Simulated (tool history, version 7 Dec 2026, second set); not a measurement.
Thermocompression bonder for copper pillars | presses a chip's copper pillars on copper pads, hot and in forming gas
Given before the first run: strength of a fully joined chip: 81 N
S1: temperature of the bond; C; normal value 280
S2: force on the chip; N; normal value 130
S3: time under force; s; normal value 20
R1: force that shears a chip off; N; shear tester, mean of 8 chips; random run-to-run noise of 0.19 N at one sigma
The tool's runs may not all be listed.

| run | hour | S1 | S2 | S3 | R1 |
|---|---|---|---|---|---|
| 1 | 0.0 | 280 | 130 | 20 | 44.5 |
| 2 | 26.0 | 280 | 130 | 12 | 37.7 |
| 3 | 57.4 | 280 | 130 | 12 | 37.8 |
| 4 | 96.5 | 280 | 130 | 12 | 37.4 |
|  | 124.5 | forming gas filter changed |
| 5 | 141.3 | 280 | 114 | 20 | 43.8 |
| 6 | 182.3 | 280 | 114 | 20 | 43.4 |
| 7 | 210.1 | 280 | 114 | 20 | 43.3 |
| 8 | 236.7 | 280 | 114 | 20 | 43.6 |
| 9 | 258.3 | 280 | 114 | 20 | 43.7 |
| 10 | 292.8 | 280 | 130 | 20 | 46.4 |
| 11 | 323.4 | 280 | 130 | 20 | 46.4 |
| 12 | 344.8 | 280 | 130 | 20 | 46.4 |
| 13 | 386.8 | 305 | 130 | 20 | 54.5 |
| 14 | 415.8 | 280 | 130 | 20 | 46.4 |
| 15 | 446.9 | 280 | 130 | 20 | 46.1 |
| 16 | 474.6 | 280 | 130 | 20 | 46.0 |
| 17 | 517.0 | 280 | 177 | 20 | 53.1 |
| 18 | 543.8 | 280 | 177 | 20 | 52.7 |
| 19 | 577.2 | 280 | 130 | 20 | 45.8 |
| 20 | 597.7 | 281 | 130 | 20 | 45.9 |
| 21 | 635.3 | 281 | 125 | 41 | 55.2 |
| 22 | 658.3 | 302 | 88 | 25 | 47.2 |
| 23 | 682.3 | 302 | 88 | 25 | 47.5 |
| 24 | 705.3 | 275 | 168 | 60 | 64.1 |
| 25 | 731.1 | 280 | 130 | 19 | 45.4 |
| 26 | 756.4 | 278 | 127 | 43 | 55.5 |
| 27 | 791.3 | 280 | 145 | 51 | 60.7 |

Run 28 is up next; what results do you expect?
| 28 | 819.5 | 259 | 178 | 14 | ? |

R1: 40.1 N
Minus the tool's unlogged condition, the same run would have read R1 39.8 N.

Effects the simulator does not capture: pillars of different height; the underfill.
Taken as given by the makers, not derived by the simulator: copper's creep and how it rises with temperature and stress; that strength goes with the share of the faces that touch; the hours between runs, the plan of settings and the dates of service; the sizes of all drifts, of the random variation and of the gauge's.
